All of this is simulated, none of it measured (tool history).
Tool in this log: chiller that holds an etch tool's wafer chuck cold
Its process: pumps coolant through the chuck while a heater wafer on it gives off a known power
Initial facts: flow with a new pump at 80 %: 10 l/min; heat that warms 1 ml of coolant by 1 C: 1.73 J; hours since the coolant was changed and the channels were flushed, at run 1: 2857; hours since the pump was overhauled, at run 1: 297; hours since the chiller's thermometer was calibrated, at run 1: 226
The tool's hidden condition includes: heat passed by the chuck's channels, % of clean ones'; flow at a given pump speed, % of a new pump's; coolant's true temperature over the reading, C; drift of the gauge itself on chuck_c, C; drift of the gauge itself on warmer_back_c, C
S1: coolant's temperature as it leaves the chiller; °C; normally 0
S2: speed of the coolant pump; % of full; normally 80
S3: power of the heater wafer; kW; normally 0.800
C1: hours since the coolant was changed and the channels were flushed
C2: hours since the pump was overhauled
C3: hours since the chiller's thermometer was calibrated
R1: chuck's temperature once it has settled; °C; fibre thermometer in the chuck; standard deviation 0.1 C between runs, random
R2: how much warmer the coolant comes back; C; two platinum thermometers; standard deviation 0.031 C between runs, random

run 1 hour=0.0 | S1=0 S2=80 S3=0.800 | C1=2857 C2=297 C3=226 | R1=5.8 R2=2.77
run 2 hour=20.8 | S1=0 S2=80 S3=0.800 | C1=2878 C2=318 C3=247 | R1=5.8 R2=2.83
run 3 hour=62.1 | S1=0 S2=80 S3=0.800 | C1=2920 C2=359 C3=288 | R1=5.9 R2=2.80
run 4 hour=86.1 | S1=0 S2=80 S3=0.800 | C1=2944 C2=383 C3=312 | R1=5.8 R2=2.82
run 5 hour=124.0 | S1=0 S2=80 S3=0.584 | C1=2981 C2=421 C3=350 | R1=4.4 R2=2.08
run 6 hour=155.9 | S1=0 S2=80 S3=0.800 | C1=3013 C2=453 C3=382 | R1=5.9 R2=2.84
run 7 hour=194.9 | S1=0 S2=80 S3=0.800 | C1=3052 C2=492 C3=421 | R1=5.9 R2=2.75
run 8 hour=219.8 | S1=0 S2=80 S3=0.800 | C1=3077 C2=517 C3=446 | R1=5.8 R2=2.78
run 9 hour=267.4 | S1=0 S2=80 S3=0.800 | C1=3125 C2=564 C3=493 | R1=5.9 R2=2.85
run 10 hour=299.0 | S1=0 S2=69 S3=0.800 | C1=3156 C2=596 C3=525 | R1=6.5 R2=3.28
run 11 hour=341.6 | S1=0 S2=69 S3=0.800 | C1=3199 C2=638 C3=567 | R1=6.5 R2=3.32
run 12 hour=389.2 | S1=-1 S2=80 S3=0.800 | C1=3247 C2=686 C3=615 | R1=4.8 R2=2.83
run 13 hour=433.2 | S1=-1 S2=80 S3=0.800 | C1=3291 C2=730 C3=659 | R1=5.1 R2=2.82
run 14 hour=479.6 | S1=-9 S2=83 S3=0.800 | C1=3337 C2=776 C3=705 | R1=-3.3 R2=2.67
run 15 hour=501.0 | S1=7 S2=79 S3=0.552 | C1=3358 C2=798 C3=727 | R1=11.1 R2=2.04
run 16 hour=528.6 | S1=0 S2=62 S3=0.742 | C1=3386 C2=825 C3=754 | R1=6.7 R2=3.44
run 17 hour=580.0 | S1=-8 S2=80 S3=0.696 | C1=3437 C2=877 C3=806 | R1=-2.8 R2=2.48
run 18 hour=601.3 | S1=8 S2=80 S3=0.696 | C1=3459 C2=898 C3=827 | R1=13.4 R2=2.44
run 19 hour=642.5 | S1=0 S2=97 S3=0.671 | C1=3500 C2=939 C3=868 | R1=4.4 R2=1.96
run 20 hour=672.0 | S1=-8 S2=97 S3=0.800 | C1=3529 C2=969 C3=898 | R1=-2.8 R2=2.27
run 21 hour=696.4 | S1=-6 S2=78 S3=1.077 | C1=3554 C2=993 C3=922 | R1=2.2 R2=3.90
run 22 hour=746.6 | S1=-2 S2=78 S3=0.800 | C1=3604 C2=1043 C3=972 | R1=4.0 R2=2.92
run 23 hour=783.9 | S1=1 S2=80 S3=0.800 | C1=3641 C2=1081 C3=1010 | R1=6.9 R2=2.82
run 24 hour=806.1 | S1=-8 S2=80 S3=0.420 | C1=3664 C2=1103 C3=1032 | R1=-4.9 R2=1.46
run 25 hour=831.0 | S1=-8 S2=79 S3=0.618 | C1=3688 C2=1128 C3=1057 | R1=-3.3 R2=2.19
run 26 hour=867.7 | S1=-3 S2=80 S3=0.528 | C1=3725 C2=1164 C3=1094 | R1=1.0 R2=1.91

Predict each of these 5 candidate next runs independently; none follows another, all start after run 26:
run A hour=917.8 | S1=6 S2=76 S3=1.107 | C1=3775 C2=1215 C3=1144 | R1=? R2=?
run B hour=917.8 | S1=-2 S2=80 S3=1.129 | C1=3775 C2=1215 C3=1144 | R1=? R2=?
run C hour=917.8 | S1=7 S2=86 S3=0.986 | C1=3775 C2=1215 C3=1144 | R1=? R2=?
run D hour=917.8 | S1=1 S2=80 S3=1.073 | C1=3775 C2=1215 C3=1144 | R1=? R2=?
run E hour=917.8 | S1=9 S2=80 S3=0.711 | C1=3775 C2=1215 C3=1144 | R1=? R2=?

run=A R1=14.6 R2=4.15
run=B R1=6.4 R2=4.06
run=C R1=14.1 R2=3.21
run=D R1=9.0 R2=3.78
run=E R1=14.1 R2=2.55
With the hidden condition removed and each run's random variation left untouched, the same runs would have given:
run=A R1=14.1 R2=4.07
run=B R1=5.9 R2=3.98
run=C R1=13.7 R2=3.14
run=D R1=8.6 R2=3.71
run=E R1=13.8 R2=2.50
